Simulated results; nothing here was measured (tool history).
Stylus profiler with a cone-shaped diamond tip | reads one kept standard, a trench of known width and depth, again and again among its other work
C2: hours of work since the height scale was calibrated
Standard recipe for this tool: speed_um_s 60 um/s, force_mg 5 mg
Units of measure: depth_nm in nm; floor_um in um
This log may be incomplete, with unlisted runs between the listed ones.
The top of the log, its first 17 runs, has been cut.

Run 18, hour 317.1: usual settings but speed_um_s 18 um/s, force_mg 2.36 mg; scans with this tip 14156; C2 951. Result: depth_nm 201.19 nm, floor_um 97.64 um.
Run 19, hour 329.4: usual settings but speed_um_s 44 um/s, force_mg 4.99 mg; scans with this tip 14295; C2 960. Result: depth_nm 202.36 nm, floor_um 97.64 um.
Run 20, hour 349.1: usual settings but speed_um_s 151 um/s; scans with this tip 14515; C2 975. Result: depth_nm 202.39 nm, floor_um 97.3 um.
Run 21, hour 367.1: usual settings but speed_um_s 54 um/s, force_mg 2.15 mg; scans with this tip 14717; C2 988. Result: depth_nm 200.93 nm, floor_um 97.54 um.
Run 22, hour 378: usual settings but speed_um_s 17 um/s, force_mg 2.15 mg; scans with this tip 14839; C2 997. Result: depth_nm 200.96 nm, floor_um 97.69 um.
Run 23, hour 390.4: usual settings but speed_um_s 58 um/s, force_mg 6.49 mg; scans with this tip 14978; C2 1006. Result: depth_nm 202.87 nm, floor_um 97.53 um.
Run 24, hour 406.7: usual settings but speed_um_s 67 um/s, force_mg 7.31 mg; scans with this tip 15161; C2 1018. Result: depth_nm 203.2 nm, floor_um 97.52 um.
Run 25, hour 427.8: usual settings but speed_um_s 219 um/s, force_mg 1.76 mg; scans with this tip 15397; C2 1034. Result: depth_nm 200.68 nm, floor_um 96.83 um.
Run 26, hour 446: usual settings but speed_um_s 207 um/s, force_mg 1.97 mg; scans with this tip 15601; C2 1048. Result: depth_nm 200.81 nm, floor_um 96.86 um.
Run 27, hour 465.7: usual settings but speed_um_s 39 um/s, force_mg 11.44 mg; scans with this tip 15822; C2 1063. Result: depth_nm 204.55 nm, floor_um 97.62 um.
Run 28, hour 483.7: usual settings but speed_um_s 46 um/s, force_mg 6.05 mg; scans with this tip 16024; C2 1076. Result: depth_nm 202.77 nm, floor_um 97.53 um.
Run 29, hour 507: usual settings but speed_um_s 162 um/s; scans with this tip 16285; C2 1094. Result: depth_nm 202.27 nm, floor_um 97.26 um.
Run 30, hour 523.1: usual settings but speed_um_s 162 um/s, force_mg 13.32 mg; scans with this tip 16466; C2 1106. Result: depth_nm 205.14 nm, floor_um 97.38 um.

4 ways to go on from here, each from the tool as it stands after run 30. What would each give?
Run A, hour 533.9: usual settings but force_mg 1.86 mg; scans with this tip 16586; C2 1114. Result: depth_nm ?, floor_um ?.
Run B, hour 533.9: usual settings but speed_um_s 52 um/s, force_mg 5.86 mg; scans with this tip 16586; C2 1114. Result: depth_nm ?, floor_um ?.
Run C, hour 533.9: usual settings but speed_um_s 37 um/s, force_mg 3.75 mg; scans with this tip 16586; C2 1114. Result: depth_nm ?, floor_um ?.
Run D, hour 533.9: usual settings but speed_um_s 23 um/s, force_mg 2.76 mg; scans with this tip 16586; C2 1114. Result: depth_nm ?, floor_um ?.

run  depth_nm  floor_um
  A    200.73     97.39
  B    202.62      97.5
  C    201.67      97.5
  D    201.08     97.62
What these runs would have given with no unlogged condition in the tool:
run  depth_nm  floor_um
  A    201.66     98.01
  B    203.56     98.12
  C     202.6     98.12
  D    202.01     98.24
